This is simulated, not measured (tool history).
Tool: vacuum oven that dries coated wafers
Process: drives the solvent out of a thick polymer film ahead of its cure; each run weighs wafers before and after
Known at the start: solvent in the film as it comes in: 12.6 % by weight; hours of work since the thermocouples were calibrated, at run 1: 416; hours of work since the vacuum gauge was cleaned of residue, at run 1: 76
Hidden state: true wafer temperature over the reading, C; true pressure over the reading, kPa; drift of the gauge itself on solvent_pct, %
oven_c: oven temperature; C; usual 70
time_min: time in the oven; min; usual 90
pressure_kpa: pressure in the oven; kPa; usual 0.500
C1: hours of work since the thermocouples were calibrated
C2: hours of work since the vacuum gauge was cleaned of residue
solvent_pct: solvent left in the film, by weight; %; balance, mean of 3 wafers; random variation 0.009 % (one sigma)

Run 1, hour 0.0: usual settings; C1 416; C2 76. Result: solvent_pct 1.151 %.
Run 2, hour 33.7: usual settings but time_min 53 min; C1 430; C2 90. Result: solvent_pct 2.744 %.
Run 3, hour 58.7: usual settings but time_min 53 min; C1 441; C2 101. Result: solvent_pct 2.750 %.
Run 4, hour 77.3: usual settings but time_min 53 min; C1 449; C2 109. Result: solvent_pct 2.754 %.
Run 5, hour 101.1: usual settings but time_min 53 min; C1 459; C2 119. Result: solvent_pct 2.737 %.
Run 6, hour 123.6: usual settings but oven_c 79 C; C1 468; C2 128. Result: solvent_pct 0.369 %.
Run 7, hour 143.3: usual settings but oven_c 79 C; C1 476; C2 136. Result: solvent_pct 0.360 %.
Run 8, hour 184.4: usual settings; C1 494; C2 153. Result: solvent_pct 1.138 %.
Run 9, hour 222.9: usual settings but pressure_kpa 0.282 kPa; C1 510; C2 170. Result: solvent_pct 1.076 %.
Run 10, hour 263.0: usual settings but pressure_kpa 0.282 kPa; C1 526; C2 186. Result: solvent_pct 1.079 %.
At hour 268.9: oven's thermocouples calibrated.
Run 11, hour 297.9: usual settings but time_min 109 min, pressure_kpa 0.289 kPa; C1 12; C2 200. Result: solvent_pct 0.608 %.

The next listed run, before its measurement:
Run 12, hour 331.8: usual settings but oven_c 63 C, time_min 88 min, pressure_kpa 1.276 kPa; C1 26; C2 214. Result: solvent_pct ?.

Run 12 gave solvent_pct 2.233 %.
Without the tool's hidden state the same run would have given solvent_pct 2.811 %.
